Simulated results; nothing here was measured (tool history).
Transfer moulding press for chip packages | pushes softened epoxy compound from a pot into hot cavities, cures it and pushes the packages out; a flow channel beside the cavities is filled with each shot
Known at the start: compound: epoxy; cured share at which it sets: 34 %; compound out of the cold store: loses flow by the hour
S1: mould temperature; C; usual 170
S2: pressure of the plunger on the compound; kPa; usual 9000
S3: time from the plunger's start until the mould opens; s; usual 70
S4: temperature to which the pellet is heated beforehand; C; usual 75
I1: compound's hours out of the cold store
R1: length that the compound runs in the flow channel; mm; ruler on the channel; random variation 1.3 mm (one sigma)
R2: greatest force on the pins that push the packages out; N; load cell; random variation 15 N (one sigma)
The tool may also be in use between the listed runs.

run,hour,S1,S2,S3,S4,I1,R1,R2
1,0.0,170,9000,70,75,17.1,657,816
# hour 22.1: plunger's sealing rings changed
2,47.3,170,9000,70,75,45.2,588,1055
# hour 69.9: cavities cleaned with cleaning compound and waxed
3,90.9,170,9000,70,75,41.5,600,1436
4,123.1,170,9000,70,75,21.8,661,1578
# hour 151.2: cavities cleaned with cleaning compound and waxed
# hour 172.6: cavities cleaned with cleaning compound and waxed, once more
5,172.6,170,9000,70,75,34.4,615,645
6,219.7,169,9000,70,75,13.7,684,1210
7,239.9,170,9000,70,75,10.1,694,1308
# hour 253.8: cavities cleaned with cleaning compound and waxed
8,279.4,170,9000,70,75,24.5,638,923
9,312.0,170,8260,70,75,29.7,597,1137
# hour 333.0: cavities cleaned with cleaning compound and waxed
10,350.1,170,8260,70,75,16.7,636,867
11,373.6,170,9350,70,75,19.6,666,1043
# hour 412.9: cavities cleaned with cleaning compound and waxed
12,413.5,170,9350,70,75,25.4,642,674
# hour 436.4: plunger's sealing rings changed
13,456.5,170,9000,70,80,30.4,633,1039
14,486.8,177,9000,70,75,17.4,659,864
# hour 497.6: cavities cleaned with cleaning compound and waxed
15,532.0,173,8300,88,72,42.4,561,640
# hour 579.2: cavities cleaned with cleaning compound and waxed
16,580.2,170,10490,99,66,12.4,740,451
17,610.8,170,10490,99,66,19.0,712,634
# hour 658.7: cavities cleaned with cleaning compound and waxed
18,658.7,170,10490,107,66,12.2,735,439
19,680.2,170,7600,103,74,9.6,634,584
20,708.0,170,7600,103,74,31.1,563,666
# hour 740.6: cavities cleaned with cleaning compound and waxed
21,747.4,170,7600,103,83,39.1,540,473
22,785.4,170,10140,84,83,28.5,655,738
# hour 822.9: cavities cleaned with cleaning compound and waxed
23,832.1,176,9300,84,83,21.9,635,507
# hour 849.2: plunger's sealing rings changed
24,860.5,170,10580,91,75,15.7,746,697
# hour 904.8: cavities cleaned with cleaning compound and waxed
25,910.3,175,7050,70,72,13.0,604,601
26,933.4,170,6830,58,75,24.0,572,1691
27,966.0,171,8680,53,82,28.0,625,2335

The same runs without the tool's hidden state, with the same run-to-run variation:
The hidden state here: true mould temperature over the reading, C; pressure that reaches the compound, % of what is set; grip of the stained cavities, % over clean ones'; drift of the gauge itself on flow_mm, %; drift of the gauge itself on push_out_n, %.
run,R1,R2
1,684,647
2,590,601
3,604,613
4,667,661
5,624,612
6,697,717
7,709,707
8,654,649
9,614,645
10,657,655
11,690,651
12,667,638
13,639,635
14,667,468
15,570,430
16,756,434
17,730,428
18,757,426
19,654,428
20,583,402
21,561,422
22,684,456
23,665,433
24,746,456
25,608,521
26,576,1132
27,632,1273
